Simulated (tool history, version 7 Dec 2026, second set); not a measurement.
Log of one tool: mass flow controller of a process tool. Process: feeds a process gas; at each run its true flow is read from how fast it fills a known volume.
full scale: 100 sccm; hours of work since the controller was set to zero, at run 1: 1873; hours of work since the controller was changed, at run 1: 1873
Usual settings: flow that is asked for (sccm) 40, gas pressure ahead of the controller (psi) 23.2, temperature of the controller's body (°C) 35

| run | day | flow that is asked for (sccm) | gas pressure ahead of the controller (psi) | temperature of the controller's body (°C) | hours of work since the controller was set to zero | hours of work since the controller was changed | true flow (%) |
|---|---|---|---|---|---|---|---|
| 1 | 0.000 | 40 | 23.2 | 35 | 1873 | 1873 | 99.70 |
| 2 | 2.879 | 40 | 23.2 | 35 | 1923 | 1923 | 99.61 |
| 3 | 5.908 | 40 | 23.2 | 35 | 1976 | 1976 | 99.36 |
| 4 | 9.212 | 40 | 23.2 | 35 | 2033 | 2033 | 99.39 |
| 5 | 12.083 | 40 | 23.2 | 35 | 2083 | 2083 | 99.34 |
| 6 | 15.192 | 40 | 23.2 | 35 | 2137 | 2137 | 99.24 |
| 7 | 18.688 | 40 | 23.2 | 35 | 2198 | 2198 | 99.09 |
| 8 | 21.850 | 40 | 23.2 | 35 | 2253 | 2253 | 99.11 |
| 9 | 23.625 | 28 | 23.2 | 35 | 2284 | 2284 | 98.69 |
| 10 | 25.238 | 40 | 23.2 | 35 | 2312 | 2312 | 98.95 |
| 11 | 27.712 | 40 | 23.2 | 24 | 2355 | 2355 | 97.98 |
| 12 | 30.483 | 40 | 23.2 | 35 | 2403 | 2403 | 98.65 |
| 13 | 32.417 | 40 | 23.2 | 35 | 2437 | 2437 | 98.67 |
| 14 | 35.938 | 40 | 38.0 | 35 | 2498 | 2498 | 97.88 |
| 15 | 39.196 | 40 | 38.0 | 35 | 2555 | 2555 | 97.86 |
| 16 | 41.700 | 40 | 21.6 | 35 | 2598 | 2598 | 98.36 |
| 17 | 45.221 | 40 | 23.2 | 35 | 2660 | 2660 | 98.25 |
| 18 | 47.571 | 40 | 23.2 | 35 | 2701 | 2701 | 98.29 |
|  | 48.417 | gauge calibrated |
| 19 | 50.238 | 40 | 23.2 | 35 | 2747 | 2747 | 99.77 |
| 20 | 52.517 | 40 | 23.2 | 35 | 2787 | 2787 | 99.54 |
| 21 | 54.171 | 40 | 23.2 | 35 | 2815 | 2815 | 99.56 |
| 22 | 55.888 | 40 | 23.2 | 35 | 2845 | 2845 | 99.36 |
| 23 | 58.450 | 40 | 23.2 | 35 | 2890 | 2890 | 99.35 |
| 24 | 61.708 | 40 | 23.2 | 35 | 2947 | 2947 | 99.20 |
| 25 | 64.008 | 13 | 21.8 | 21 | 2987 | 2987 | 97.69 |
| 26 | 65.533 | 66 | 34.5 | 21 | 3013 | 3013 | 98.20 |
| 27 | 68.004 | 66 | 34.5 | 21 | 3056 | 3056 | 98.16 |
| 28 | 71.612 | 31 | 23.2 | 35 | 3119 | 3119 | 98.72 |
| 29 | 74.504 | 31 | 23.2 | 35 | 3169 | 3169 | 98.68 |
| 30 | 76.971 | 31 | 23.2 | 35 | 3212 | 3212 | 98.50 |
| 31 | 79.175 | 31 | 23.1 | 23 | 3250 | 3250 | 97.60 |
| 32 | 81.938 | 31 | 23.1 | 23 | 3298 | 3298 | 97.59 |
| 33 | 84.046 | 10 | 30.6 | 28 | 3335 | 3335 | 97.12 |
| 34 | 86.333 | 25 | 30.6 | 38 | 3375 | 3375 | 98.06 |
| 35 | 89.908 | 40 | 26.8 | 34 | 3437 | 3437 | 98.02 |
| 36 | 92.412 | 41 | 26.8 | 33 | 3481 | 3481 | 97.93 |
| 37 | 94.542 | 74 | 23.2 | 35 | 3518 | 3518 | 98.93 |
| 38 | 97.596 | 74 | 23.2 | 35 | 3571 | 3571 | 98.79 |
| 39 | 100.525 | 74 | 23.2 | 35 | 3622 | 3622 | 98.79 |
| 40 | 102.454 | 10 | 23.2 | 35 | 3655 | 3655 | 97.27 |
| 41 | 105.829 | 48 | 20.9 | 33 | 3714 | 3714 | 98.02 |
| 42 | 108.004 | 48 | 37.6 | 33 | 3752 | 3752 | 97.21 |
|  | 109.729 | gauge calibrated |
| 43 | 110.988 | 48 | 37.6 | 33 | 3804 | 3804 | 98.92 |
| 44 | 114.058 | 33 | 23.2 | 39 | 3857 | 3857 | 99.67 |
| 45 | 115.579 | 33 | 23.2 | 39 | 3884 | 3884 | 99.71 |
| 46 | 118.212 | 11 | 22.0 | 38 | 3930 | 3930 | 98.99 |
| 47 | 120.121 | 11 | 22.0 | 38 | 3963 | 3963 | 99.02 |
| 48 | 122.512 | 40 | 23.2 | 37 | 4004 | 4004 | 99.40 |

The same runs without the tool's hidden state, with the same run-to-run variation:
The hidden state here: flow at rest that the sensor doesn't see, % of full scale; true flow over the shown one, %; drift of the gauge itself on true_pct, %.
| run | true flow (%) |
|---|---|
| 1 | 99.71 |
| 2 | 99.70 |
| 3 | 99.55 |
| 4 | 99.68 |
| 5 | 99.72 |
| 6 | 99.72 |
| 7 | 99.68 |
| 8 | 99.80 |
| 9 | 99.44 |
| 10 | 99.74 |
| 11 | 98.84 |
| 12 | 99.61 |
| 13 | 99.69 |
| 14 | 99.01 |
| 15 | 99.09 |
| 16 | 99.67 |
| 17 | 99.67 |
| 18 | 99.79 |
| 19 | 99.83 |
| 20 | 99.67 |
| 21 | 99.75 |
| 22 | 99.60 |
| 23 | 99.66 |
| 24 | 99.62 |
| 25 | 98.20 |
| 26 | 98.73 |
| 27 | 98.76 |
| 28 | 99.46 |
| 29 | 99.51 |
| 30 | 99.41 |
| 31 | 98.56 |
| 32 | 98.64 |
| 33 | 98.26 |
| 34 | 99.26 |
| 35 | 99.33 |
| 36 | 99.31 |
| 37 | 100.38 |
| 38 | 100.34 |
| 39 | 100.43 |
| 40 | 99.00 |
| 41 | 99.82 |
| 42 | 99.07 |
| 43 | 98.96 |
| 44 | 99.81 |
| 45 | 99.90 |
| 46 | 99.31 |
| 47 | 99.40 |
| 48 | 99.81 |
